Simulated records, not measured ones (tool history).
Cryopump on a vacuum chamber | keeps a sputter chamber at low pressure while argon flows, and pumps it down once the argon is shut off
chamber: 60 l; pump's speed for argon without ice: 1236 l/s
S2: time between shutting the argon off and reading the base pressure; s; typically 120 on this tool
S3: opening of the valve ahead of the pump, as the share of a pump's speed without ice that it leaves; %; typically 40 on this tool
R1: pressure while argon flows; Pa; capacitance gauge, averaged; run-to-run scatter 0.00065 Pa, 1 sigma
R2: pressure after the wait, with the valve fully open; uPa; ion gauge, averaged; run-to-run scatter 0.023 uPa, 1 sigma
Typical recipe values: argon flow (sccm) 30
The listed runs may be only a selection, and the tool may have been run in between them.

run 1 hour=0.0 | argon_flow_(sccm)=30 S2=120 S3=40 | R1=0.1044 R2=2.54
run 2 hour=63.6 | argon_flow_(sccm)=58 S2=120 S3=40 | R1=0.2034 R2=2.59
run 3 hour=99.4 | argon_flow_(sccm)=14 S2=120 S3=40 | R1=0.0493 R2=2.64
run 4 hour=141.4 | argon_flow_(sccm)=14 S2=120 S3=40 | R1=0.0505 R2=2.78
run 5 hour=211.6 | argon_flow_(sccm)=30 S2=120 S3=28 | R1=0.1539 R2=3.03
run 6 hour=266.2 | argon_flow_(sccm)=30 S2=120 S3=28 | R1=0.1549 R2=3.06
run 7 hour=326.7 | argon_flow_(sccm)=30 S2=120 S3=28 | R1=0.1565 R2=3.23
-- hour=366.9 pump warmed up, emptied and cooled again
run 8 hour=388.7 | argon_flow_(sccm)=36 S2=120 S3=40 | R1=0.1259 R2=2.81
run 9 hour=445.0 | argon_flow_(sccm)=30 S2=120 S3=40 | R1=0.1049 R2=2.84
run 10 hour=477.5 | argon_flow_(sccm)=30 S2=120 S3=36 | R1=0.1172 R2=3.01
run 11 hour=518.3 | argon_flow_(sccm)=23 S2=120 S3=40 | R1=0.0823 R2=2.99
run 12 hour=566.0 | argon_flow_(sccm)=30 S2=120 S3=40 | R1=0.1078 R2=3.22
run 13 hour=632.4 | argon_flow_(sccm)=30 S2=120 S3=40 | R1=0.1106 R2=3.34
run 14 hour=684.9 | argon_flow_(sccm)=30 S2=120 S3=30 | R1=0.1460 R2=3.45
run 15 hour=736.6 | argon_flow_(sccm)=30 S2=64 S3=40 | R1=0.1116 R2=4.10
run 16 hour=783.6 | argon_flow_(sccm)=30 S2=64 S3=40 | R1=0.1122 R2=4.08
-- hour=793.3 pump warmed up, emptied and cooled again
run 17 hour=842.0 | argon_flow_(sccm)=30 S2=64 S3=40 | R1=0.1051 R2=3.61
run 18 hour=908.1 | argon_flow_(sccm)=12 S2=74 S3=29 | R1=0.0581 R2=3.62
run 19 hour=943.1 | argon_flow_(sccm)=35 S2=70 S3=16 | R1=0.3034 R2=3.70
run 20 hour=1008.8 | argon_flow_(sccm)=35 S2=70 S3=16 | R1=0.3051 R2=3.96
run 21 hour=1070.7 | argon_flow_(sccm)=30 S2=201 S3=33 | R1=0.1304 R2=3.54
run 22 hour=1126.7 | argon_flow_(sccm)=32 S2=97 S3=22 | R1=0.2091 R2=3.95
run 23 hour=1186.0 | argon_flow_(sccm)=32 S2=97 S3=22 | R1=0.2101 R2=4.28
-- hour=1204.3 leaking fittings of the chamber tightened, without venting
-- hour=1221.2 pump warmed up, emptied and cooled again
run 24 hour=1244.2 | argon_flow_(sccm)=32 S2=97 S3=22 | R1=0.2010 R2=0.83
run 25 hour=1291.0 | argon_flow_(sccm)=29 S2=234 S3=40 | R1=0.1013 R2=0.60
run 26 hour=1352.2 | argon_flow_(sccm)=29 S2=56 S3=19 | R1=0.2119 R2=1.37
run 27 hour=1410.4 | argon_flow_(sccm)=29 S2=56 S3=19 | R1=0.2126 R2=1.44
run 28 hour=1444.0 | argon_flow_(sccm)=29 S2=104 S3=34 | R1=0.1228 R2=1.03
run 29 hour=1493.9 | argon_flow_(sccm)=50 S2=114 S3=46 | R1=0.1606 R2=1.06
run 30 hour=1530.2 | argon_flow_(sccm)=21 S2=76 S3=37 | R1=0.0834 R2=1.26
run 31 hour=1594.1 | argon_flow_(sccm)=36 S2=120 S3=20 | R1=0.2596 R2=1.19
run 32 hour=1628.4 | argon_flow_(sccm)=48 S2=161 S3=21 | R1=0.3305 R2=1.11
-- hour=1648.9 pump warmed up, emptied and cooled again
run 33 hour=1664.2 | argon_flow_(sccm)=48 S2=161 S3=21 | R1=0.3174 R2=1.00

Below are 5 alternative next runs, each starting from the tool's condition after run 33. Predict each:
run A hour=1708.0 | argon_flow_(sccm)=24 S2=120 S3=26 | R1=? R2=?
run B hour=1708.0 | argon_flow_(sccm)=48 S2=161 S3=26 | R1=? R2=?
run C hour=1708.0 | argon_flow_(sccm)=12 S2=120 S3=24 | R1=? R2=?
run D hour=1708.0 | argon_flow_(sccm)=51 S2=51 S3=21 | R1=? R2=?
run E hour=1708.0 | argon_flow_(sccm)=14 S2=90 S3=38 | R1=? R2=?

run=A R1=0.1291 R2=1.11
run=B R1=0.2561 R2=0.95
run=C R1=0.0697 R2=1.13
run=D R1=0.3345 R2=1.68
run=E R1=0.0512 R2=1.26
What these runs would have given with no unlogged condition in the tool:
run=A R1=0.1275 R2=0.67
run=B R1=0.2529 R2=0.52
run=C R1=0.0689 R2=0.69
run=D R1=0.3311 R2=1.25
run=E R1=0.0502 R2=0.81

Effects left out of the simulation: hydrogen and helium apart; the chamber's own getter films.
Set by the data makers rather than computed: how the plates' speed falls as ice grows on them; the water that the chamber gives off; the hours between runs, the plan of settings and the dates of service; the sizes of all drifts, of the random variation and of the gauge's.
